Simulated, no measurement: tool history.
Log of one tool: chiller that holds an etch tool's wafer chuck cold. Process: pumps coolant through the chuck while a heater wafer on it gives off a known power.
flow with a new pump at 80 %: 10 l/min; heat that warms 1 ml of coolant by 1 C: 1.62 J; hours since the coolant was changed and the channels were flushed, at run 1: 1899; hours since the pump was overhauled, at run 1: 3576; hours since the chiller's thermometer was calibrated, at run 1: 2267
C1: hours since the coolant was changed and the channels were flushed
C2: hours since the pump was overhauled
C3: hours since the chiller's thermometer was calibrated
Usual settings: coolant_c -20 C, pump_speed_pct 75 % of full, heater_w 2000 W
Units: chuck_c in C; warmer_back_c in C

{"run": 1, "hour": 0.0, "coolant_c": -20, "pump_speed_pct": 75, "heater_w": 2000, "C1": 1899, "C2": 3576, "C3": 2267, "chuck_c": 2.8, "warmer_back_c": 8.42}
{"run": 2, "hour": 133.6, "coolant_c": -20, "pump_speed_pct": 75, "heater_w": 2000, "C1": 2032, "C2": 3710, "C3": 2401, "chuck_c": 3.1, "warmer_back_c": 8.43}
{"run": 3, "hour": 241.8, "coolant_c": -20, "pump_speed_pct": 75, "heater_w": 1372, "C1": 2140, "C2": 3818, "C3": 2509, "chuck_c": -4.1, "warmer_back_c": 5.76}
{"run": 4, "hour": 351.9, "coolant_c": -17, "pump_speed_pct": 75, "heater_w": 1372, "C1": 2251, "C2": 3928, "C3": 2619, "chuck_c": -0.9, "warmer_back_c": 5.81}
{"run": 5, "hour": 463.2, "coolant_c": -17, "pump_speed_pct": 75, "heater_w": 2812, "C1": 2362, "C2": 4040, "C3": 2731, "chuck_c": 15.7, "warmer_back_c": 11.91}
{"run": 6, "hour": 604.9, "coolant_c": -20, "pump_speed_pct": 75, "heater_w": 1359, "C1": 2504, "C2": 4181, "C3": 2872, "chuck_c": -4.1, "warmer_back_c": 5.74}
{"run": 7, "hour": 667.9, "coolant_c": -28, "pump_speed_pct": 75, "heater_w": 2000, "C1": 2567, "C2": 4244, "C3": 2935, "chuck_c": -4.5, "warmer_back_c": 8.5}
{"run": 8, "hour": 789.6, "coolant_c": -28, "pump_speed_pct": 75, "heater_w": 2000, "C1": 2688, "C2": 4366, "C3": 3057, "chuck_c": -4.1, "warmer_back_c": 8.55}
{"run": 9, "hour": 886.9, "coolant_c": -28, "pump_speed_pct": 75, "heater_w": 2000, "C1": 2786, "C2": 4463, "C3": 3154, "chuck_c": -4, "warmer_back_c": 8.54}
{"run": 10, "hour": 1029.2, "coolant_c": -19, "pump_speed_pct": 75, "heater_w": 2000, "C1": 2928, "C2": 4606, "C3": 3297, "chuck_c": 5.1, "warmer_back_c": 8.48}
{"run": 11, "hour": 1132.6, "coolant_c": -19, "pump_speed_pct": 75, "heater_w": 2000, "C1": 3031, "C2": 4709, "C3": 3400, "chuck_c": 5.5, "warmer_back_c": 8.61}
{"run": 12, "hour": 1265.7, "coolant_c": -19, "pump_speed_pct": 75, "heater_w": 2000, "C1": 3164, "C2": 4842, "C3": 3533, "chuck_c": 5.5, "warmer_back_c": 8.45}
{"run": 13, "hour": 1354.6, "coolant_c": -15, "pump_speed_pct": 70, "heater_w": 2000, "C1": 3253, "C2": 4931, "C3": 3622, "chuck_c": 11.3, "warmer_back_c": 9.31}
{"run": 14, "hour": 1429.4, "coolant_c": -19, "pump_speed_pct": 68, "heater_w": 1216, "C1": 3328, "C2": 5006, "C3": 3697, "chuck_c": -2.4, "warmer_back_c": 5.81}
{"run": 15, "hour": 1506.7, "coolant_c": -18, "pump_speed_pct": 86, "heater_w": 2274, "C1": 3405, "C2": 5083, "C3": 3774, "chuck_c": 6.9, "warmer_back_c": 8.38}
{"run": 16, "hour": 1644.0, "coolant_c": -18, "pump_speed_pct": 61, "heater_w": 2000, "C1": 3543, "C2": 5220, "C3": 3911, "chuck_c": 12.4, "warmer_back_c": 10.86}
{"run": 17, "hour": 1749.7, "coolant_c": -15, "pump_speed_pct": 74, "heater_w": 1315, "C1": 3648, "C2": 5326, "C3": 4017, "chuck_c": 2, "warmer_back_c": 5.77}
{"run": 18, "hour": 1871.9, "coolant_c": -15, "pump_speed_pct": 65, "heater_w": 1315, "C1": 3771, "C2": 5448, "C3": 4139, "chuck_c": 4.4, "warmer_back_c": 6.66}
{"run": 19, "hour": 1982.9, "coolant_c": -15, "pump_speed_pct": 65, "heater_w": 1315, "C1": 3882, "C2": 5559, "C3": 4250, "chuck_c": 4.5, "warmer_back_c": 6.69}
{"run": 20, "hour": 2092.5, "coolant_c": -12, "pump_speed_pct": 60, "heater_w": 1431, "C1": 3991, "C2": 5669, "C3": 4360, "chuck_c": 10.7, "warmer_back_c": 8.03}
{"run": 21, "hour": 2216.3, "coolant_c": -25, "pump_speed_pct": 76, "heater_w": 1248, "C1": 4115, "C2": 5793, "C3": 4484, "chuck_c": -8.9, "warmer_back_c": 5.38}
{"run": 22, "hour": 2306.9, "coolant_c": -25, "pump_speed_pct": 75, "heater_w": 2000, "C1": 4206, "C2": 5883, "C3": 4574, "chuck_c": 1.2, "warmer_back_c": 8.76}
{"run": 23, "hour": 2389.1, "coolant_c": -16, "pump_speed_pct": 99, "heater_w": 2000, "C1": 4288, "C2": 5966, "C3": 4657, "chuck_c": 4.4, "warmer_back_c": 6.43}
{"run": 24, "hour": 2451.4, "coolant_c": -20, "pump_speed_pct": 99, "heater_w": 2741, "C1": 4350, "C2": 6028, "C3": 4719, "chuck_c": 8, "warmer_back_c": 8.84}

Forecast each of these 3 alternatives for the next run:
{"run": "A", "hour": 2578.2, "coolant_c": -20, "pump_speed_pct": 70, "heater_w": 2000, "C1": 4477, "C2": 6155, "C3": 4846, "chuck_c": "?", "warmer_back_c": "?"}
{"run": "B", "hour": 2578.2, "coolant_c": -19, "pump_speed_pct": 75, "heater_w": 2000, "C1": 4477, "C2": 6155, "C3": 4846, "chuck_c": "?", "warmer_back_c": "?"}
{"run": "C", "hour": 2578.2, "coolant_c": -16, "pump_speed_pct": 75, "heater_w": 2000, "C1": 4477, "C2": 6155, "C3": 4846, "chuck_c": "?", "warmer_back_c": "?"}

run=A chuck_c=8.4 warmer_back_c=9.5
run=B chuck_c=7.5 warmer_back_c=8.7
run=C chuck_c=10.4 warmer_back_c=8.73
Without the tool's hidden state the same runs would have given:
run=A chuck_c=1.4 warmer_back_c=8.6
run=B chuck_c=0.9 warmer_back_c=7.87
run=C chuck_c=3.8 warmer_back_c=7.9

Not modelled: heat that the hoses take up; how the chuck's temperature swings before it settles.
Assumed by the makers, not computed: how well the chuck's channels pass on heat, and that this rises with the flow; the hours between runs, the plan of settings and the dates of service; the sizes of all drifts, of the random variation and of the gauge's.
